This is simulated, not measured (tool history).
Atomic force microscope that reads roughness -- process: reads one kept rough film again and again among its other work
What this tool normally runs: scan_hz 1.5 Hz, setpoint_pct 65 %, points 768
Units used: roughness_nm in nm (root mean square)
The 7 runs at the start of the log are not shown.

run   hour  scan_hz  setpoint_pct  points  pictures with this tip  hours of work since the height scale was calibrated  roughness_nm
  8  167.0      1.5            65     768                     335                                                  179         2.317
     171.7  -- new tip fitted
  9  192.9      1.5            65     768                      19                                                  191         2.509
 10  233.0      1.5            65     768                      56                                                  208         2.485
 11  266.3      1.5            65     768                      86                                                  223         2.470
 12  297.3      1.5            65     768                     114                                                  236         2.435
 13  337.9      1.5            65     768                     151                                                  254         2.430
 14  360.0      1.5            65     768                     172                                                  264         2.426
 15  382.8      1.5            83     768                     192                                                  274         2.177
 16  400.4      1.5            65     768                     208                                                  282         2.394
 17  419.5      1.5            78     768                     226                                                  290         2.222
 18  439.7      1.5            65     768                     244                                                  299         2.359
 19  470.7      1.5            65     768                     272                                                  312         2.365
 20  510.7      1.5            65     768                     309                                                  330         2.347
 21  538.5      1.5            65     768                     334                                                  342         2.324
     544.6  -- new tip fitted
 22  575.6      1.5            65     768                      29                                                  358         2.504
 23  616.5      1.5            65     768                      66                                                  376         2.484
 24  643.4      1.5            65     768                      90                                                  388         2.439
 25  668.6      1.5            65     768                     113                                                  399         2.436
 26  687.5      1.5            70     768                     131                                                  407         2.383
 27  713.1      1.5            70     768                     154                                                  419         2.368

Run 28 comes next. What will it give?
 28  748.5      1.5            67     768                     186                                                  434             ?

Logged for run 28: roughness_nm 2.359 nm (root mean square).
Take away the tool's hidden state, keep the run-to-run variation as it was, and the same run would have given roughness_nm 2.498 nm (root mean square).
